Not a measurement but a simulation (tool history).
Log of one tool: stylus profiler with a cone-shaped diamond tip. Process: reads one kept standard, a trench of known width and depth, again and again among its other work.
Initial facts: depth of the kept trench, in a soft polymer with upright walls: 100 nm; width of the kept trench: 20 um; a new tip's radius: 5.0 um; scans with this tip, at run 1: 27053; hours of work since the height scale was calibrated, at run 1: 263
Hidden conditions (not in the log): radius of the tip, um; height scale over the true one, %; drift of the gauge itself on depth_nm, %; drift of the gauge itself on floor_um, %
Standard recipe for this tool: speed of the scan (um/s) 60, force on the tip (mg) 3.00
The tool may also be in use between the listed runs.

run,hour,speed of the scan (um/s),force on the tip (mg),scans with this tip,hours of work since the height scale was calibrated,depth of the trench (angstrom),width of the trench's floor (nm)
1,0.0,60,3.00,27053,263,1013.0,16460
2,70.1,60,3.16,27649,310,1015.0,16480
3,160.0,60,3.96,28413,370,1016.4,16450
4,260.7,60,3.96,29269,438,1016.9,16420
5,331.7,60,3.00,29872,485,1012.6,16360
6,425.6,60,3.00,30671,548,1012.1,16330
7,500.4,59,3.00,31306,599,1013.3,16320
8,594.3,59,3.00,32105,662,1011.8,16310
9,677.9,59,3.00,32815,718,1012.5,16320
10,777.6,59,3.00,33663,785,1012.6,16270
11,884.4,60,3.00,34571,856,1010.7,16230
12,953.9,60,3.00,35162,903,1011.5,16220
13,1021.5,60,3.00,35736,948,1010.7,16180
14,1128.8,60,3.00,36648,1020,1011.6,16150
15,1225.9,60,3.00,37474,1085,1011.2,16110
# hour 1260.2: new tip fitted, height scale calibrated
16,1283.4,173,3.00,197,16,1016.7,17040
17,1361.1,173,3.00,857,68,1014.6,17010
18,1445.8,173,3.00,1577,124,1014.8,16970
19,1491.2,41,1.07,1963,155,1007.5,17450
20,1545.3,41,1.07,2423,191,1007.1,17480
21,1620.0,28,6.41,3058,241,1024.0,17740
22,1712.6,28,6.41,3845,303,1023.9,17700
23,1778.2,28,6.41,4403,347,1023.6,17620
24,1880.1,28,6.41,5269,416,1023.7,17590
25,1962.6,60,2.33,5971,471,1012.2,17300
26,2070.6,60,2.85,6889,544,1013.2,17280
27,2161.3,22,1.52,7659,605,1008.3,17440
28,2209.6,18,4.73,8070,637,1018.2,17490
29,2263.1,39,4.62,8525,673,1017.8,17350
30,2367.1,83,6.69,9409,743,1023.0,17180
31,2436.9,45,7.80,10002,789,1025.2,17330
32,2521.0,45,7.80,10717,846,1025.4,17330
33,2626.2,16,3.63,11612,916,1015.2,17280
34,2722.6,16,3.63,12431,981,1015.3,17330

Hidden condition of the tool, last listed run before each entry between runs versus first listed run after:
From run 15 to run 16: new tip fitted, height scale calibrated (hour 1260.2)
  radius of the tip, um: 15.75 -> 5.12; height scale over the true one, %: -0.399 -> 0.049
  what was measured, less what the result would be without the hidden state, depth of the trench (angstrom): -4.0 -> +0.5; width of the trench's floor (nm): -1560 -> -20
